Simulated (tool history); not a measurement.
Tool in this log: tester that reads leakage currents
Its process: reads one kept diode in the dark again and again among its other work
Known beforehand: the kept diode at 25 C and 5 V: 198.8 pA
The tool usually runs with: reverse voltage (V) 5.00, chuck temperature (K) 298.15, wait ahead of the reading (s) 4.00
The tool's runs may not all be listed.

run	hour	reverse voltage (V)	chuck temperature (K)	wait ahead of the reading (s)	current that the tester gives (pA)
1	0.0	5.00	298.15	4.00	199.11
2	131.3	5.00	298.15	4.00	199.98
3	245.1	5.00	298.15	4.00	199.25
4	379.4	3.01	298.15	4.00	164.56
5	565.6	15.89	298.15	4.00	305.73
6	763.9	15.89	298.15	4.00	307.04
7	884.3	5.00	298.15	4.00	199.05
8	998.1	5.00	298.15	0.52	200.55
9	1103.0	5.00	302.15	4.00	284.08
10	1216.9	5.00	302.15	4.00	283.56
11	1315.5	5.00	298.15	4.00	198.77
12	1434.8	5.00	298.15	4.00	199.36
13	1596.5	5.00	298.15	4.00	198.67
14	1757.8	5.00	298.15	4.00	199.50
15	1955.2	5.00	298.15	4.00	199.62
16	2122.5	5.00	301.15	0.97	261.90
17	2225.9	2.37	319.15	0.37	879.13
# hour 2241.6: chuck's temperature calibrated
18	2423.9	1.12	304.15	4.00	193.02
19	2566.3	16.90	311.15	1.54	958.42
20	2757.1	16.90	311.15	1.54	959.90
21	2935.0	16.90	311.15	1.09	957.47
22	3129.3	11.02	323.15	0.44	2109.35
23	3303.8	6.19	331.15	4.20	3092.34
24	3404.3	1.81	314.15	2.11	532.42
25	3523.6	1.81	314.15	2.11	533.33
26	3672.4	17.34	302.15	4.00	451.06
27	3755.1	17.34	297.15	0.52	295.45
28	3925.3	17.34	297.15	0.52	295.21

Each row is a separate what-if for the run after 28, all from the same tool condition, not one after another. Results?
A	4032.3	5.00	298.15	7.67	?
B	4032.3	6.56	298.15	3.04	?
C	4032.3	2.18	332.15	6.67	?
D	4032.3	1.79	298.15	2.14	?

run	current that the tester gives (pA)
A	198.66
B	219.39
C	2263.28
D	135.84
Stripped of hidden state, with their random variation kept, the same runs would have yielded:
run	current that the tester gives (pA)
A	198.37
B	219.05
C	2261.35
D	135.67
